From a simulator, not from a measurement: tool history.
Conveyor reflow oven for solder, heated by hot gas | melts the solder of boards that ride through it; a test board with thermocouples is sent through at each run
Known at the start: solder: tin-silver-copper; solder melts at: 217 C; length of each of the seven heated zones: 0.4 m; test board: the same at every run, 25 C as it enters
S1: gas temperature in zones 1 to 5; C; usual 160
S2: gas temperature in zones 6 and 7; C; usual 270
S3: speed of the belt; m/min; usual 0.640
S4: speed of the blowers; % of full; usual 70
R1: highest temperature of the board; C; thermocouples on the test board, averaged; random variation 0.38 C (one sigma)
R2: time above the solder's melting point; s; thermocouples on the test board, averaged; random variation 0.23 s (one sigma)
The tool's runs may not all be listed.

run	day	S1	S2	S3	S4	R1	R2
1	0.000	160	270	0.640	70	254.1	53.1
2	0.467	160	270	0.640	70	253.4	53.1
3	0.804	160	270	0.640	70	253.5	53.1
4	1.167	160	270	0.640	70	252.9	52.7
5	1.371	160	270	0.640	70	253.5	52.9
6	1.838	160	270	0.640	56	249.7	49.2
7	2.142	160	270	0.640	70	253.1	52.9
8	2.512	160	270	0.640	70	253.5	53.3
9	2.746	160	270	0.590	70	256.0	60.0
10	3.042	160	270	0.590	70	256.1	59.7
11	3.321	160	270	0.590	70	255.4	60.0
12	3.529	160	270	0.640	70	253.4	52.5
13	3.783	160	270	0.640	70	253.3	52.9
14	4.033	160	270	0.640	62	250.8	50.7
15	4.508	160	270	0.640	62	250.9	50.9
16	4.867	160	269	0.640	70	251.6	52.3
17	5.242	160	269	0.640	83	254.8	54.4
18	5.742	162	260	0.706	83	244.1	41.7
19	6.254	162	260	0.706	83	243.5	41.2
20	6.471	160	284	0.605	68	266.8	64.8
21	6.833	160	284	0.605	68	267.2	64.8
22	7.062	155	261	0.713	81	242.9	38.1
23	7.400	155	261	0.713	81	242.5	37.7
24	7.879	155	261	0.713	81	243.1	38.0
25	8.129	173	266	0.713	72	248.1	47.0
26	8.425	158	280	0.713	72	258.6	48.4
27	8.800	165	270	0.640	51	248.4	49.9
28	9.012	165	259	0.576	51	242.9	50.3
29	9.433	174	285	0.520	80	276.5	85.8
30	9.683	174	285	0.520	80	275.2	85.5
31	9.954	171	265	0.617	86	253.2	59.9
# day 10.188: flux residue cleaned out of gas plates and filters
32	10.396	150	270	0.640	70	252.6	50.3

Forecast each of these 3 alternatives for the next run:
A	10.629	160	270	0.640	55	?	?
B	10.629	148	270	0.696	88	?	?
C	10.629	150	270	0.606	70	?	?

run	R1	R2
A	250.1	49.6
B	253.9	46.9
C	254.4	54.6
Without the tool's hidden state the same runs would have given:
run	R1	R2
A	250.6	50.0
B	254.5	47.3
C	255.0	55.0
